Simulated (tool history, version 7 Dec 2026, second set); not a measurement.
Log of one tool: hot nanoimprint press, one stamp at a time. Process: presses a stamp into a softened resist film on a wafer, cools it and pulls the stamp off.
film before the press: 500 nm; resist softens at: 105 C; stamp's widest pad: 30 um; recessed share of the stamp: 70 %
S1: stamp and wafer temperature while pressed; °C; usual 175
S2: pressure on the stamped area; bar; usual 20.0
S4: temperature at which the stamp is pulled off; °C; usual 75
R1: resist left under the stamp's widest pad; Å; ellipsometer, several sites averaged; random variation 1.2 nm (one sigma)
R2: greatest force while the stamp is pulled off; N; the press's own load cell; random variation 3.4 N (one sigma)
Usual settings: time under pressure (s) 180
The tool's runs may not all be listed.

{"run": 1, "hour": 0.0, "S1": 175, "S2": 20.0, "time under pressure (s)": 180, "S4": 75, "R1": 2829, "R2": 162}
{"run": 2, "hour": 19.6, "S1": 175, "S2": 20.0, "time under pressure (s)": 180, "S4": 75, "R1": 2852, "R2": 164}
{"run": 3, "hour": 45.2, "S1": 182, "S2": 20.0, "time under pressure (s)": 180, "S4": 75, "R1": 2086, "R2": 157}
{"run": 4, "hour": 59.3, "S1": 182, "S2": 20.0, "time under pressure (s)": 180, "S4": 75, "R1": 2108, "R2": 165}
{"run": 5, "hour": 84.6, "S1": 175, "S2": 20.0, "time under pressure (s)": 180, "S4": 75, "R1": 2828, "R2": 158}
{"run": 6, "hour": 109.7, "S1": 175, "S2": 20.0, "time under pressure (s)": 180, "S4": 75, "R1": 2857, "R2": 165}
{"run": 7, "hour": 137.0, "S1": 175, "S2": 20.0, "time under pressure (s)": 180, "S4": 75, "R1": 2856, "R2": 161}
{"run": 8, "hour": 153.1, "S1": 175, "S2": 20.0, "time under pressure (s)": 180, "S4": 81, "R1": 2874, "R2": 136}
{"run": 9, "hour": 171.2, "S1": 176, "S2": 20.0, "time under pressure (s)": 180, "S4": 81, "R1": 2741, "R2": 138}
{"hour": 193.7, "done": "stamp cleaned and given a new release coat"}
{"run": 10, "hour": 196.9, "S1": 176, "S2": 20.0, "time under pressure (s)": 180, "S4": 81, "R1": 2728, "R2": 140}
{"run": 11, "hour": 212.4, "S1": 175, "S2": 20.0, "time under pressure (s)": 186, "S4": 75, "R1": 2818, "R2": 162}
{"hour": 232.1, "done": "plate thermocouple calibrated"}
{"run": 12, "hour": 237.1, "S1": 175, "S2": 20.0, "time under pressure (s)": 186, "S4": 75, "R1": 2823, "R2": 161}
{"run": 13, "hour": 259.1, "S1": 181, "S2": 20.0, "time under pressure (s)": 180, "S4": 75, "R1": 2174, "R2": 161}
{"run": 14, "hour": 271.2, "S1": 175, "S2": 20.0, "time under pressure (s)": 180, "S4": 74, "R1": 2867, "R2": 171}
{"run": 15, "hour": 289.1, "S1": 175, "S2": 20.6, "time under pressure (s)": 180, "S4": 63, "R1": 2824, "R2": 212}
{"run": 16, "hour": 307.7, "S1": 185, "S2": 12.2, "time under pressure (s)": 171, "S4": 81, "R1": 2368, "R2": 140}
{"run": 17, "hour": 322.1, "S1": 183, "S2": 12.2, "time under pressure (s)": 264, "S4": 76, "R1": 2186, "R2": 159}
{"run": 18, "hour": 336.5, "S1": 178, "S2": 20.0, "time under pressure (s)": 180, "S4": 67, "R1": 2512, "R2": 205}
{"run": 19, "hour": 352.5, "S1": 178, "S2": 20.0, "time under pressure (s)": 180, "S4": 67, "R1": 2484, "R2": 205}
{"run": 20, "hour": 369.6, "S1": 187, "S2": 20.0, "time under pressure (s)": 104, "S4": 72, "R1": 2063, "R2": 176}
{"run": 21, "hour": 398.2, "S1": 187, "S2": 20.0, "time under pressure (s)": 104, "S4": 72, "R1": 2068, "R2": 175}
{"run": 22, "hour": 419.2, "S1": 187, "S2": 20.0, "time under pressure (s)": 104, "S4": 72, "R1": 2043, "R2": 171}
{"run": 23, "hour": 447.3, "S1": 175, "S2": 28.1, "time under pressure (s)": 229, "S4": 75, "R1": 2237, "R2": 165}
{"run": 24, "hour": 472.4, "S1": 175, "S2": 28.1, "time under pressure (s)": 229, "S4": 75, "R1": 2247, "R2": 157}
{"run": 25, "hour": 486.0, "S1": 175, "S2": 28.1, "time under pressure (s)": 229, "S4": 75, "R1": 2238, "R2": 155}

Forecast each of these 3 alternatives for the next run:
{"run": "A", "hour": 513.1, "S1": 175, "S2": 21.0, "time under pressure (s)": 180, "S4": 82, "R1": "?", "R2": "?"}
{"run": "B", "hour": 513.1, "S1": 175, "S2": 15.4, "time under pressure (s)": 180, "S4": 75, "R1": "?", "R2": "?"}
{"run": "C", "hour": 513.1, "S1": 181, "S2": 28.1, "time under pressure (s)": 175, "S4": 75, "R1": "?", "R2": "?"}

run=A R1=2773 R2=132
run=B R1=3149 R2=159
run=C R1=1861 R2=165
Without the tool's hidden state the same runs would have given:
run=A R1=2772 R2=131
run=B R1=3148 R2=158
run=C R1=1860 R2=164

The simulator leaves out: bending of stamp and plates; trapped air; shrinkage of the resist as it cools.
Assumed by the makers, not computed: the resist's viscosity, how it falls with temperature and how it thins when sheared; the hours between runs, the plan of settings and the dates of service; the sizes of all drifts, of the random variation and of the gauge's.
